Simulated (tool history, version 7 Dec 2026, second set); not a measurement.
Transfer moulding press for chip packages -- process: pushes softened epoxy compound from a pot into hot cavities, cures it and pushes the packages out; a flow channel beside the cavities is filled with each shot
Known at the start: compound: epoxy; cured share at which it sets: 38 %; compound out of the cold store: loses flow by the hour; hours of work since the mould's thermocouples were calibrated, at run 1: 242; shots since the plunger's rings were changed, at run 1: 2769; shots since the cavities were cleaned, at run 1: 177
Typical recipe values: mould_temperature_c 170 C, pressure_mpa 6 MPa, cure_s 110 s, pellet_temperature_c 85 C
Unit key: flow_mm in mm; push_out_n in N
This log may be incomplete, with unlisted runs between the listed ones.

run,hour,mould_temperature_c,pressure_mpa,cure_s,pellet_temperature_c,hours of work since the mould's thermocouples were calibrated,shots since the plunger's rings were changed,shots since the cavities were cleaned,incoming compound's hours out of the cold store,flow_mm,push_out_n
1,0,170,6,110,85,242,2769,177,13.2,535,609
2,6.3,170,6.79,110,85,247,2847,255,30.4,545,643
3,16,170,6,110,85,254,2968,376,33.1,504,691
4,22.4,170,6,110,85,258,3048,456,39.7,492,726
5,32.1,165,6,110,85,265,3169,577,44.5,502,1015
6,40.4,165,6,110,85,271,3272,680,40.5,504,1083
7,45.9,170,6,110,85,275,3340,748,27.7,511,796
8,52.5,170,6,110,85,280,3423,831,27.8,508,795
# hour 55.7: cavities cleaned with cleaning compound and waxed
9,60.9,170,6,110,85,285,3509,65,35.4,495,532
10,70.8,168,6,110,85,292,3632,188,35.8,500,679
11,75.3,170,7.11,110,85,295,3688,244,36,532,620
12,83.2,170,7.11,110,85,301,3787,343,31,544,674
13,93.1,170,7.11,110,85,308,3909,465,46.6,523,725
14,99.1,170,7.23,110,85,313,3985,541,32.7,543,749
15,107.8,170,5.48,103,94,319,4093,649,21,485,869
16,116.8,163,6,110,89,325,4205,761,29.8,518,1277
17,122.3,170,6,110,79,329,4273,829,38.6,483,778
# hour 125.8: cavities cleaned with cleaning compound and waxed
18,132.3,170,6,110,84,335,4379,81,26,499,552
19,139.4,172,6,91,84,340,4468,170,34,485,746
20,144.2,170,6,95,85,344,4528,230,10.8,525,891
21,151.7,170,6,95,85,349,4620,322,44.4,473,852
22,159.4,164,6,95,80,355,4716,418,17.6,528,1584
23,166.3,164,7.48,110,94,360,4802,504,8.7,610,1187
24,173.8,170,6,95,91,365,4896,598,25.3,496,1010
25,183,170,6,95,91,372,5010,712,24.5,498,970
26,190.7,170,6,95,91,377,5106,808,35.8,479,1002
# hour 196.2: cavities cleaned with cleaning compound and waxed
27,200.1,170,6,95,91,383,5205,49,46.8,466,619
# hour 205.3: plunger's sealing rings changed
28,211.2,172,4.62,110,85,389,74,156,16.2,474,530

Below are 4 alternative next runs, each starting from the tool's condition after run 28. Predict each:
A,217.3,170,4.6,142,85,394,150,232,20.3,?,?
B,217.3,172,4.62,107,85,394,150,232,39.9,?,?
C,217.3,172,4.98,97,85,394,150,232,25.9,?,?
D,217.3,168,4.62,110,85,394,150,232,33.9,?,?

run,flow_mm,push_out_n
A,476,493
B,445,576
C,481,690
D,460,686
Without the tool's hidden state the same runs would have given:
run,flow_mm,push_out_n
A,479,360
B,448,430
C,485,526
D,464,520

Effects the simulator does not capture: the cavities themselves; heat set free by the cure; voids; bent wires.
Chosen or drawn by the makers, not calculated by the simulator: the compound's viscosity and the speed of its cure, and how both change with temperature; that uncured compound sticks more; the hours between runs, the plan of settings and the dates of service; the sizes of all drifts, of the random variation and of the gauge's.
